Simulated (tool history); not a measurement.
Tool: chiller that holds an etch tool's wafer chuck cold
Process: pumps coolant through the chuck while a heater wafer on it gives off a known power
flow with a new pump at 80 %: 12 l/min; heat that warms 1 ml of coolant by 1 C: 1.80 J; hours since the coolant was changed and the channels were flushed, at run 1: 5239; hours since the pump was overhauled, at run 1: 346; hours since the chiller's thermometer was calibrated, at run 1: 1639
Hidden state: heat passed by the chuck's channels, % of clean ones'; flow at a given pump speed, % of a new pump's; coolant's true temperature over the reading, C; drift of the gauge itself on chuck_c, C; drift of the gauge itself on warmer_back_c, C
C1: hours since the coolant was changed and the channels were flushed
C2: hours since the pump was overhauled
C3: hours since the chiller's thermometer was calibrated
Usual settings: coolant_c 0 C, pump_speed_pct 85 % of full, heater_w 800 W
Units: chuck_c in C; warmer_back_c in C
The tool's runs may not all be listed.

Run 1, day 0.000: usual settings; C1 5239; C2 346; C3 1639. Result: chuck_c 6.0 C, warmer_back_c 2.09 C.
Run 2, day 1.625: usual settings but heater_w 496 W; C1 5278; C2 385; C3 1678. Result: chuck_c 3.8 C, warmer_back_c 1.28 C.
Run 3, day 4.612: usual settings but pump_speed_pct 86 % of full; C1 5350; C2 456; C3 1749. Result: chuck_c 6.2 C, warmer_back_c 2.10 C.
Run 4, day 7.442: usual settings but pump_speed_pct 86 % of full; C1 5418; C2 524; C3 1817. Result: chuck_c 6.0 C, warmer_back_c 2.09 C.
Run 5, day 9.146: usual settings; C1 5459; C2 565; C3 1858. Result: chuck_c 6.1 C, warmer_back_c 2.10 C.
Run 6, day 11.979: usual settings; C1 5527; C2 633; C3 1926. Result: chuck_c 5.9 C, warmer_back_c 2.14 C.
Run 7, day 15.271: usual settings; C1 5606; C2 712; C3 2005. Result: chuck_c 6.1 C, warmer_back_c 2.17 C.
Run 8, day 18.208: usual settings; C1 5676; C2 783; C3 2076. Result: chuck_c 6.1 C, warmer_back_c 2.14 C.
Run 9, day 21.088: usual settings; C1 5745; C2 852; C3 2145. Result: chuck_c 6.0 C, warmer_back_c 2.17 C.
Run 10, day 23.979: usual settings; C1 5815; C2 921; C3 2214. Result: chuck_c 6.2 C, warmer_back_c 2.17 C.
Run 11, day 27.358: usual settings; C1 5896; C2 1002; C3 2295. Result: chuck_c 6.0 C, warmer_back_c 2.17 C.
Run 12, day 30.071: usual settings; C1 5961; C2 1067; C3 2361. Result: chuck_c 6.0 C, warmer_back_c 2.16 C.
Run 13, day 32.571: usual settings but heater_w 524 W; C1 6021; C2 1127; C3 2420. Result: chuck_c 3.9 C, warmer_back_c 1.48 C.
Run 14, day 35.621: usual settings but heater_w 524 W; C1 6094; C2 1201; C3 2494. Result: chuck_c 4.1 C, warmer_back_c 1.48 C.
Run 15, day 37.821: usual settings but heater_w 524 W; C1 6147; C2 1253; C3 2546. Result: chuck_c 4.1 C, warmer_back_c 1.52 C.
Run 16, day 40.683: usual settings but heater_w 524 W; C1 6215; C2 1322; C3 2615. Result: chuck_c 3.8 C, warmer_back_c 1.51 C.
Run 17, day 43.462: usual settings but coolant_c 8 C, heater_w 998 W; C1 6282; C2 1389; C3 2682. Result: chuck_c 15.5 C, warmer_back_c 2.76 C.
Run 18, day 45.279: usual settings but coolant_c 8 C, heater_w 998 W; C1 6326; C2 1432; C3 2726. Result: chuck_c 15.6 C, warmer_back_c 2.74 C.
Run 19, day 47.454: usual settings but coolant_c -9 C, heater_w 678 W; C1 6378; C2 1485; C3 2778. Result: chuck_c -3.8 C, warmer_back_c 1.90 C.
Run 20, day 49.767: usual settings but coolant_c -9 C, heater_w 678 W; C1 6433; C2 1540; C3 2833. Result: chuck_c -4.0 C, warmer_back_c 2.00 C.
Run 21, day 51.300: usual settings but coolant_c -9 C, heater_w 678 W; C1 6470; C2 1577; C3 2870. Result: chuck_c -3.9 C, warmer_back_c 1.96 C.
Run 22, day 54.725: usual settings but pump_speed_pct 95 % of full, heater_w 1087 W; C1 6552; C2 1659; C3 2952. Result: chuck_c 7.4 C, warmer_back_c 2.72 C.
Run 23, day 57.321: usual settings but pump_speed_pct 60 % of full, heater_w 914 W; C1 6615; C2 1721; C3 3015. Result: chuck_c 9.2 C, warmer_back_c 3.65 C.
Run 24, day 58.762: usual settings but coolant_c -1 C, pump_speed_pct 60 % of full, heater_w 914 W; C1 6649; C2 1756; C3 3049. Result: chuck_c 8.3 C, warmer_back_c 3.59 C.
Run 25, day 62.158: usual settings but coolant_c -1 C, pump_speed_pct 61 % of full, heater_w 773 W; C1 6731; C2 1837; C3 3131. Result: chuck_c 6.6 C, warmer_back_c 3.02 C.
At day 63.767: coolant changed, channels flushed.
Run 26, day 65.075: usual settings but coolant_c -1 C, pump_speed_pct 61 % of full, heater_w 773 W; C1 31; C2 1901; C3 3195. Result: chuck_c 6.8 C, warmer_back_c 3.05 C.
Run 27, day 67.138: usual settings but coolant_c 10 C, pump_speed_pct 78 % of full, heater_w 446 W; C1 81; C2 1951; C3 3244. Result: chuck_c 13.6 C, warmer_back_c 1.49 C.
Run 28, day 69.362: usual settings but coolant_c 6 C, pump_speed_pct 72 % of full, heater_w 576 W; C1 134; C2 2004; C3 3297. Result: chuck_c 11.1 C, warmer_back_c 2.01 C.
Run 29, day 72.862: usual settings but coolant_c 6 C, pump_speed_pct 72 % of full, heater_w 576 W; C1 218; C2 2088; C3 3381. Result: chuck_c 10.8 C, warmer_back_c 2.01 C.
Run 30, day 74.504: usual settings but heater_w 937 W; C1 258; C2 2128; C3 3421. Result: chuck_c 7.1 C, warmer_back_c 2.75 C.
Run 31, day 77.912: usual settings but heater_w 937 W; C1 340; C2 2210; C3 3503. Result: chuck_c 6.9 C, warmer_back_c 2.69 C.

Forecast each of these 3 alternatives for the next run:
At day 79.562: gauge calibrated.
Run A, day 79.979: usual settings but pump_speed_pct 94 % of full, heater_w 937 W; C1 389; C2 2259; C3 3552. Result: chuck_c ?, warmer_back_c ?.
At day 79.562: gauge calibrated.
Run B, day 79.979: usual settings but pump_speed_pct 69 % of full, heater_w 1015 W; C1 389; C2 2259; C3 3552. Result: chuck_c ?, warmer_back_c ?.
At day 79.562: gauge calibrated.
Run C, day 79.979: usual settings but coolant_c -7 C, pump_speed_pct 94 % of full; C1 389; C2 2259; C3 3552. Result: chuck_c ?, warmer_back_c ?.

run  chuck_c  warmer_back_c
  A      6.7           2.22
  B      9.0           3.27
  C     -1.3           1.86
Without the tool's hidden state the same runs would have given:
run  chuck_c  warmer_back_c
  A      6.6           2.22
  B      9.0           3.27
  C     -1.4           1.86
